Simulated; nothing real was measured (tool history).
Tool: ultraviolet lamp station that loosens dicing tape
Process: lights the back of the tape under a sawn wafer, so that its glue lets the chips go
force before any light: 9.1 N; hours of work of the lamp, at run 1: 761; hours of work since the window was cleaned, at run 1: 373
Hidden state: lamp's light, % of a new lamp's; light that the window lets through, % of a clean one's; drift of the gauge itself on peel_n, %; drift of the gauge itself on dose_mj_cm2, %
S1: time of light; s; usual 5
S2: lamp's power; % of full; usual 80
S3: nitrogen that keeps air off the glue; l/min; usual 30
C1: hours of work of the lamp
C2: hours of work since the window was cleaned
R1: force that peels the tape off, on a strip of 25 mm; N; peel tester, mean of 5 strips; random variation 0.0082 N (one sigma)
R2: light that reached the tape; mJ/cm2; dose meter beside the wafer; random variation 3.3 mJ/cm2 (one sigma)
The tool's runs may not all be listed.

Run 1, hour 0.0: usual settings; C1 761; C2 373. Result: R1 0.487 N, R2 445 mJ/cm2.
Run 2, hour 12.7: usual settings; C1 769; C2 381. Result: R1 0.480 N, R2 440 mJ/cm2.
Run 3, hour 42.2: usual settings; C1 788; C2 399. Result: R1 0.501 N, R2 439 mJ/cm2.
At hour 69.4: window cleaned of glue's vapour.
Run 4, hour 69.9: usual settings; C1 805; C2 0. Result: R1 0.511 N, R2 430 mJ/cm2.
Run 5, hour 96.9: usual settings; C1 822; C2 17. Result: R1 0.535 N, R2 432 mJ/cm2.
Run 6, hour 112.9: usual settings; C1 832; C2 27. Result: R1 0.526 N, R2 427 mJ/cm2.
At hour 121.5: window cleaned of glue's vapour, once more.
Run 7, hour 131.4: usual settings; C1 844; C2 6. Result: R1 0.465 N, R2 464 mJ/cm2.
Run 8, hour 145.1: usual settings; C1 852; C2 15. Result: R1 0.467 N, R2 453 mJ/cm2.
Run 9, hour 173.5: usual settings; C1 870; C2 33. Result: R1 0.467 N, R2 456 mJ/cm2.
Run 10, hour 186.2: usual settings; C1 878; C2 41. Result: R1 0.457 N, R2 456 mJ/cm2.
Run 11, hour 208.2: usual settings; C1 892; C2 55. Result: R1 0.462 N, R2 451 mJ/cm2.
Run 12, hour 231.3: usual settings; C1 906; C2 69. Result: R1 0.450 N, R2 455 mJ/cm2.
Run 13, hour 254.6: usual settings but S1 4 s; C1 921; C2 84. Result: R1 0.829 N, R2 360 mJ/cm2.

The next listed run, before its measurement:
Run 14, hour 269.1: usual settings but S1 4 s; C1 930; C2 93. Result: R1 ?, R2 ?.

Run 14 gave R1 0.785 N, R2 362 mJ/cm2.
Without the tool's hidden state the same run would have given R1 0.545 N, R2 423 mJ/cm2.

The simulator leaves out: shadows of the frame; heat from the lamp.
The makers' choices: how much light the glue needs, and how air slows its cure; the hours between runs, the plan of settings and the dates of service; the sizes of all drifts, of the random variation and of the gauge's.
